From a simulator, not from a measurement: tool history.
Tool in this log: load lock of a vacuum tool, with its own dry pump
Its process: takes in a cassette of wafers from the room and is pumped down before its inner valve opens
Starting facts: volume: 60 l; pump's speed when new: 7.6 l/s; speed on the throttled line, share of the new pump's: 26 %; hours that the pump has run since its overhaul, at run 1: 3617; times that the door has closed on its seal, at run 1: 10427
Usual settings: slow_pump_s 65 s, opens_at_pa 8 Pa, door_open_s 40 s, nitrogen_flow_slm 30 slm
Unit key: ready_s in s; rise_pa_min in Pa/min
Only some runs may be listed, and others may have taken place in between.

run   hour  slow_pump_s  opens_at_pa  door_open_s  nitrogen_flow_slm  hours that the pump has run since its overhaul  times that the door has closed on its seal  incoming humidity of the room's air, %  ready_s  rise_pa_min
  1      0           65            8           40                 30                                            3617                                       10427                                    49.8    124.3        0.112
  2   59.2           65            8           40                 30                                            3676                                       10650                                    43.3    124.3        0.113
  3  131.9           65            8          108                 30                                            3748                                       10923                                    46.4    125.7        0.132
  4  188.3           65            8          108                 30                                            3805                                       11135                                    45.3    125.5        0.142
  5  301.6           87            8           40                 30                                            3918                                       11561                                    42.3    141.4        0.126
  6  394.1           87            8           40                 30                                            4011                                       11909                                    47.2      140        0.129
  7  450.9           87            9          180                 30                                            4067                                       12122                                    46.3    138.2        0.175
  8  550.3           87            9          180                 30                                            4167                                       12496                                    46.1      140        0.179
  9  629.4           65            8          133                 41                                            4246                                       12794                                    46.1    122.9        0.162
 10  749.1           98            8           34                  5                                            4366                                       13244                                    45.1    149.2        0.159
 11  805.4           48            8           40                 32                                            4422                                       13456                                    44.2    112.6         0.15
 12  901.7           48            8           40                 32                                            4518                                       13818                                    43.3    112.6        0.149

4 ways to go on from here, each from the tool as it stands after run 12. What would each give?
  A  1014.5           34            9           40                 11                                            4631                                       14242                                    44.9        ?            ?
  B  1014.5           48            8           40                 14                                            4631                                       14242                                    44.7        ?            ?
  C  1014.5           65            8           25                 30                                            4631                                       14242                                    42.2        ?            ?
  D  1014.5          123            8           38                 25                                            4631                                       14242                                    44.2        ?            ?

run  ready_s  rise_pa_min
  A      102        0.179
  B      113        0.168
  C    125.6        0.161
  D      167        0.167
With no hidden state in the tool, these same runs would have given:
run  ready_s  rise_pa_min
  A    100.4        0.036
  B    111.4        0.029
  C      124        0.018
  D    165.9        0.026

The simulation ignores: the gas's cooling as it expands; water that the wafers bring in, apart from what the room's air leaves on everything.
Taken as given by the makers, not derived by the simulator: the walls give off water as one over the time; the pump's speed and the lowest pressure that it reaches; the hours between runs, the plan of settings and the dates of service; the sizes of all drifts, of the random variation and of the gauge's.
